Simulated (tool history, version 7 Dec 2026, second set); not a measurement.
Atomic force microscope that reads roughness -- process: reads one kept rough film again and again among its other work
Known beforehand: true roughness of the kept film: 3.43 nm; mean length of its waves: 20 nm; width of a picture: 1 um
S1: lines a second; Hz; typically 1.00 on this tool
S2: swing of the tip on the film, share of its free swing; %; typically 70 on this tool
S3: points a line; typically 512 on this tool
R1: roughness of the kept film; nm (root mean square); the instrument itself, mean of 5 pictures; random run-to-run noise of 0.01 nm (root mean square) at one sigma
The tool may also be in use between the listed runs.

run   hour    S1  S2   S3     R1
  1    0.0  1.00  70  512  1.882
  2   32.2  1.00  70  512  1.767
  3   69.0  1.00  70  512  1.634
  4  115.2  1.00  63  512  1.546
  5  152.1  1.00  63  512  1.445
  6  193.8  2.83  86  312  0.977
     205.7  -- new tip fitted
  7  231.6  2.83  86  312  1.625
  8  261.9  0.87  86  312  1.867
  9  290.2  0.91  75  933  1.874
 10  313.4  1.00  70  583  1.774

Alternative continuations, all from the tool just after run 10; predict every row:
  A  349.1  3.34  75  571   ?
  B  349.1  3.55  78  512   ?
  C  349.1  1.94  83  309   ?
  D  349.1  1.74  76  952   ?
  E  349.1  3.18  57  980   ?

run     R1
  A  1.380
  B  1.294
  C  1.396
  D  1.524
  E  1.616
Take away the tool's hidden state, keep each run's random variation, and the runs would have read:
run     R1
  A  2.001
  B  1.879
  C  2.024
  D  2.215
  E  2.345

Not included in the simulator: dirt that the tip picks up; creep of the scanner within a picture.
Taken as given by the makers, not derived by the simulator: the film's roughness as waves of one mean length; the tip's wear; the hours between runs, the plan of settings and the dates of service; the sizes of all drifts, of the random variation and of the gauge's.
